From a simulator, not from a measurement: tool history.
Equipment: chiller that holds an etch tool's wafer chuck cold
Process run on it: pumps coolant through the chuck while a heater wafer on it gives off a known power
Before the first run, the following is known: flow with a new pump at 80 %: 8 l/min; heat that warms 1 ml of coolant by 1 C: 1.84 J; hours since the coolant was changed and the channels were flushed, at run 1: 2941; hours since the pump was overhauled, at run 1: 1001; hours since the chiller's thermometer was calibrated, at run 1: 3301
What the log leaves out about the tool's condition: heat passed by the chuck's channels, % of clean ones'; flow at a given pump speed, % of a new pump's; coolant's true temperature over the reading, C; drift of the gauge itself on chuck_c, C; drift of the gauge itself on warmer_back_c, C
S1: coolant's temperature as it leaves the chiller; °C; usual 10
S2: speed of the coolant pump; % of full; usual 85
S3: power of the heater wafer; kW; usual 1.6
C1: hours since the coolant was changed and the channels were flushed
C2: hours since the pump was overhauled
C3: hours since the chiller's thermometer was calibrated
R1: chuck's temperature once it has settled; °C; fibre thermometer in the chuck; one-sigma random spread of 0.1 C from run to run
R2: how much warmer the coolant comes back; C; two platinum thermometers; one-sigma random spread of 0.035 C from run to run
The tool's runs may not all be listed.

| run | hour | S1 | S2 | S3 | C1 | C2 | C3 | R1 | R2 |
|---|---|---|---|---|---|---|---|---|---|
| 1 | 0 | 10 | 85 | 1.6 | 2941 | 1001 | 3301 | 23 | 6.12 |
| 2 | 54.4 | 10 | 85 | 1.6 | 2996 | 1055 | 3355 | 23 | 6.08 |
| 3 | 105.6 | 10 | 85 | 1.6 | 3047 | 1107 | 3407 | 22.9 | 6.11 |
| 4 | 150.3 | 10 | 85 | 1.6 | 3092 | 1151 | 3451 | 23.1 | 6.15 |
| 5 | 199.5 | 10 | 85 | 1.6 | 3141 | 1200 | 3500 | 23 | 6.19 |
| 6 | 234.5 | 10 | 85 | 1.6 | 3176 | 1235 | 3536 | 23 | 6.12 |
| 7 | 261.7 | 10 | 85 | 1.6 | 3203 | 1263 | 3563 | 23 | 6.17 |
| 8 | 324.6 | 10 | 85 | 1.6 | 3266 | 1326 | 3626 | 22.9 | 6.14 |
| 9 | 366.8 | 10 | 85 | 1.6 | 3308 | 1368 | 3668 | 22.9 | 6.2 |
| 10 | 422.6 | 10 | 85 | 0.804 | 3364 | 1424 | 3724 | 16.5 | 3.21 |
| 11 | 480.8 | 18 | 85 | 1.6 | 3422 | 1482 | 3782 | 30.9 | 6.24 |
| 12 | 508.4 | 18 | 85 | 1.6 | 3450 | 1509 | 3809 | 31.1 | 6.21 |
| 13 | 544.7 | 18 | 85 | 1.6 | 3486 | 1546 | 3846 | 30.9 | 6.29 |
| 14 | 599.3 | 18 | 85 | 1.6 | 3541 | 1600 | 3900 | 31.1 | 6.27 |
| 15 | 661.9 | 14 | 66 | 1.162 | 3603 | 1663 | 3963 | 26 | 6.07 |
| 16 | 705.8 | 5 | 66 | 0.872 | 3647 | 1707 | 4007 | 14 | 4.53 |
| 17 | 748.8 | 10 | 82 | 2.274 | 3690 | 1750 | 4050 | 29 | 9.27 |
| 18 | 777.6 | 12 | 98 | 2.274 | 3719 | 1779 | 4079 | 28.1 | 7.59 |
| 19 | 810.1 | 12 | 98 | 2.274 | 3751 | 1811 | 4111 | 28.2 | 7.61 |
| 20 | 863.4 | 0 | 65 | 1.089 | 3805 | 1864 | 4164 | 11.5 | 5.84 |
| 21 | 905.2 | 0 | 62 | 1.216 | 3847 | 1906 | 4206 | 13.2 | 6.81 |
| 22 | 956.3 | 9 | 82 | 0.975 | 3898 | 1957 | 4257 | 17.1 | 4.03 |
| 23 | 996.3 | 0 | 61 | 1.533 | 3938 | 1997 | 4297 | 17.4 | 8.78 |
| 24 | 1058.3 | 6 | 85 | 1.412 | 4000 | 2059 | 4359 | 17.4 | 5.61 |
| 25 | 1102.7 | 10 | 85 | 1.012 | 4044 | 2104 | 4404 | 18 | 4.09 |
| 26 | 1130.3 | 8 | 75 | 2.184 | 4072 | 2131 | 4431 | 28.3 | 9.92 |
| 27 | 1166 | 8 | 75 | 2.184 | 4107 | 2167 | 4467 | 28.2 | 9.86 |

Consider 5 possible next runs. They are alternatives, not a sequence: every one starts from the tool as it was left by run 27. What does each give?
| A | 1196.2 | 5 | 85 | 1.6 | 4138 | 2197 | 4497 | ? | ? |
| B | 1196.2 | 3 | 67 | 0.947 | 4138 | 2197 | 4497 | ? | ? |
| C | 1196.2 | 8 | 65 | 2.184 | 4138 | 2197 | 4497 | ? | ? |
| D | 1196.2 | 1 | 85 | 1.6 | 4138 | 2197 | 4497 | ? | ? |
| E | 1196.2 | 9 | 68 | 1.329 | 4138 | 2197 | 4497 | ? | ? |

| run | R1 | R2 |
|---|---|---|
| A | 18 | 6.4 |
| B | 12.7 | 5.01 |
| C | 31.3 | 11.43 |
| D | 13.9 | 6.44 |
| E | 22.4 | 6.8 |
With no hidden state in the tool, these same runs would have given:
| run | R1 | R2 |
|---|---|---|
| A | 18 | 6.09 |
| B | 12.7 | 4.7 |
| C | 31.2 | 11.12 |
| D | 13.9 | 6.13 |
| E | 22.4 | 6.49 |

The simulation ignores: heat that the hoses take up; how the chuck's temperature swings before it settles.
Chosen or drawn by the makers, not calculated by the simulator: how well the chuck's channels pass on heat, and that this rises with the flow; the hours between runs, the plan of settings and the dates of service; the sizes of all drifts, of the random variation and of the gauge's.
